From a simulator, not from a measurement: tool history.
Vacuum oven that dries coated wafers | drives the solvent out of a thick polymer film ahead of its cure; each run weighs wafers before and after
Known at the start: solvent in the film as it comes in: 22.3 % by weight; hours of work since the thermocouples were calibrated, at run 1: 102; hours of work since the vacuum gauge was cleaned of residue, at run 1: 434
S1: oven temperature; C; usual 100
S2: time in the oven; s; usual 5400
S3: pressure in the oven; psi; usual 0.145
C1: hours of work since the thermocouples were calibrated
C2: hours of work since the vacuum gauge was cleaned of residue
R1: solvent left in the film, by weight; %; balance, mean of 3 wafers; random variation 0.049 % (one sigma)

run   hour   S1    S2     S3   C1   C2    R1
  1      0  100  5400  0.145  102  434  1.53
  2   16.2  100  5400  0.145  112  444  1.55
  3   28.9   88  5400  0.145  120  451  5.09
  4   46.4  100  5820  0.145  130  462   1.4
  5   65.1  100  5820  0.145  142  473  1.37
  6   84.8  100  5400  0.145  153  485  1.55
  7  101.8  100  5400  0.168  164  495  1.65
  8    112  100  5400  0.168  170  501  1.74
  9  130.5  100  5400  0.168  181  513  1.72
 10  144.5  100  5400  0.168  189  521  1.68
     147.4  -- vacuum gauge cleaned of residue and calibrated
 11    167  100  5400  0.168  202   12  1.69
 12  187.3  100  5400  0.168  214   24  1.72
 13  206.7  100  5400  0.168  226   36  1.77
     227.2  -- vacuum gauge cleaned of residue and calibrated, once more
 14  230.6  100  5400  0.168  240    2  1.52
 15  241.4  100  5400  0.168  246    9  1.65
 16  258.6  100  5400  0.168  256   19  1.69
 17  278.7  100  5400  0.145  269   31  1.57
 18  299.9  100  5400  0.075  281   44   1.4
 19  312.4   88  5520  0.102  289   51  4.81
 20  333.6  100  5400  0.219  302   64  1.84

Forecast run 21:
 21  352.6  104  5400  0.431  313  76   ?

R1: 1.77 %
Without the tool's hidden state the same run would have given R1 1.78 %.
